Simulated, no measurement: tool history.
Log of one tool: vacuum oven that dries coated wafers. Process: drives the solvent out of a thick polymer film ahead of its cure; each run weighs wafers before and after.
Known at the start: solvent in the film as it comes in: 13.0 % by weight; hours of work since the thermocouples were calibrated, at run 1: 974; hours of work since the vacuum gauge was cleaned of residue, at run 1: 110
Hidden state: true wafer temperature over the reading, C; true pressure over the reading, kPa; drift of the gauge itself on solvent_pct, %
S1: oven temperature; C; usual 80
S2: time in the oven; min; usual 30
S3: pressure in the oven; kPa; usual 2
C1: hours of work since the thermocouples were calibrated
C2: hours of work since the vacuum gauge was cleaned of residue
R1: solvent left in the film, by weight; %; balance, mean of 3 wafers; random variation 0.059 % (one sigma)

run	hour	S1	S2	S3	C1	C2	R1
1	0	80	30	2	974	110	3.9
2	20.9	72	30	2	984	119	6.17
3	54	72	30	2	1000	135	6.06
4	97.6	80	30	2	1020	156	3.93
5	132.4	80	30	2	1037	172	3.91
6	160.3	80	30	2	1050	185	3.96
7	180.9	80	30	2	1060	195	3.93
8	201.3	80	30	2	1069	205	4.02
9	238.6	80	30	2	1087	222	3.83
10	260.3	80	30	2	1097	233	3.92
11	281.3	80	30	1.86	1107	243	3.99
12	312.7	80	30	2	1122	257	3.86
13	339.3	80	30	2	1135	270	4.07
14	367.5	80	30	7.38	1148	283	6.5
# hour 377.6: oven's thermocouples calibrated
15	392.7	80	30	1.17	7	294	2.86
16	411.2	80	30	1.17	16	303	2.78
17	452.1	80	37	1.17	35	322	1.95
18	477.7	80	37	1.17	47	335	2.19
19	521.6	80	37	1.17	68	355	2.25
20	557.4	89	30	2	85	372	1.48
21	576.7	89	30	2	94	381	1.45
22	612.3	89	30	2	111	398	1.34
23	649.6	84	30	2	129	416	2.39
24	689.6	80	30	1.87	148	435	3.16
25	718.3	70	30	2.18	161	448	6.14
26	736.5	77	40	4.51	170	457	4.21
27	764.7	90	30	5.5	183	470	2.55
28	795.4	77	32	5.17	198	485	5.29
29	822.5	77	32	5.17	210	498	5.33
30	850	77	32	5.17	223	511	5.31
31	884.6	72	30	1.11	240	527	4.92
32	912.6	72	30	1.11	253	540	4.89
33	948.4	72	30	1.11	270	557	4.87
34	981.8	78	39	2	286	573	3.13
35	1005.4	84	16	2	297	584	4.49
36	1046.1	87	30	1.44	316	603	1.56
37	1074.8	71	26	1.61	330	617	6.14
38	1094.8	71	26	1.61	339	626	6.25
39	1132.7	81	31	5.43	357	644	4.45
40	1169.2	80	19	4.9	374	662	6.03
41	1208	80	30	7.5	393	680	5.83
42	1243.1	91	34	1.72	409	697	0.97
43	1272.6	70	34	2.11	423	711	5.69
44	1291.9	88	18	2	433	720	3.01
45	1315.8	74	23	5.33	444	731	7.31
46	1341.2	85	46	5.47	456	743	2.97

Some steps in R1 between neighbouring runs. How much of each would the tool show without its hidden state too (settings, what came in, random variation), and how much is left for the hidden state, with any gauge scatter that isn't in both results?
Run 13 -> 14: S3 2 -> 7.38. R1 +2.43 %: hidden state +0.11, all else +2.32.
Run 14 -> 15: S3 7.38 -> 1.17, oven's thermocouples calibrated. R1 -3.64 %: hidden state -0.97, all else -2.67.
Run 36 -> 37: S1 87 -> 71, S2 30 -> 26, S3 1.44 -> 1.61. R1 +4.58 %: hidden state +0.03, all else +4.55.
Run 41 -> 42: S1 80 -> 91, S2 30 -> 34, S3 7.5 -> 1.72. R1 -4.86 %: hidden state -0.08, all else -4.78.
Run 42 -> 43: S1 91 -> 70, S3 1.72 -> 2.11. R1 +4.72 %: hidden state +0.1, all else +4.62.
